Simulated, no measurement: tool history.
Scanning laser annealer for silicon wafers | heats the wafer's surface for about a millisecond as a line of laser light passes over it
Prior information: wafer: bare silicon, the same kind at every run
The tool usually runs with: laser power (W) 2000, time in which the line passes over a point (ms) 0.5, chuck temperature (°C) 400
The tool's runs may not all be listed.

run,hour,laser power (W),time in which the line passes over a point (ms),chuck temperature (°C),highest temperature of the surface (°C)
1,0,2000,0.5,400,1175
2,17.9,2000,0.5,400,1168
3,45.1,2000,0.5,395,1163
4,62.1,2000,0.5,395,1163
5,87.4,2187,0.5,400,1251
6,119.6,2187,0.5,400,1252
7,158.3,2000,0.5,400,1163
8,195.4,2000,0.525,400,1180
9,228.7,2000,0.525,400,1178
10,253.1,2000,0.525,400,1174
11,280.8,2000,0.5,400,1158
12,298.2,2000,0.54,438,1220
13,338.6,2157,0.617,392,1291
14,355.4,2157,0.617,392,1291
15,376.4,2157,0.617,392,1293
16,402,2157,0.617,392,1288
17,430.8,1870,0.515,371,1066
18,448.3,1958,0.391,362,1013
19,485.8,1851,0.5,405,1126
20,523.8,1745,0.486,379,1040
21,554.6,1745,0.486,379,1035
22,582.7,1913,0.52,400,1155

Put back what was entered between runs (1 entry, withheld): which listed runs does each sit between, and how does the hidden state differ from the listed run before to the listed run after?
In the gap between runs 18 and 19: window over the wafer cleaned (hour 476.2)
  light that passes the window, % of a clean one's: 95.1 -> 99.87; laser's true power over the reading, %: -0.89 -> -0.9; width of the line over the set one, %: 0.48 -> 0.5
  measured result minus the result with no hidden state, highest temperature of the surface (°C): -49 -> -12

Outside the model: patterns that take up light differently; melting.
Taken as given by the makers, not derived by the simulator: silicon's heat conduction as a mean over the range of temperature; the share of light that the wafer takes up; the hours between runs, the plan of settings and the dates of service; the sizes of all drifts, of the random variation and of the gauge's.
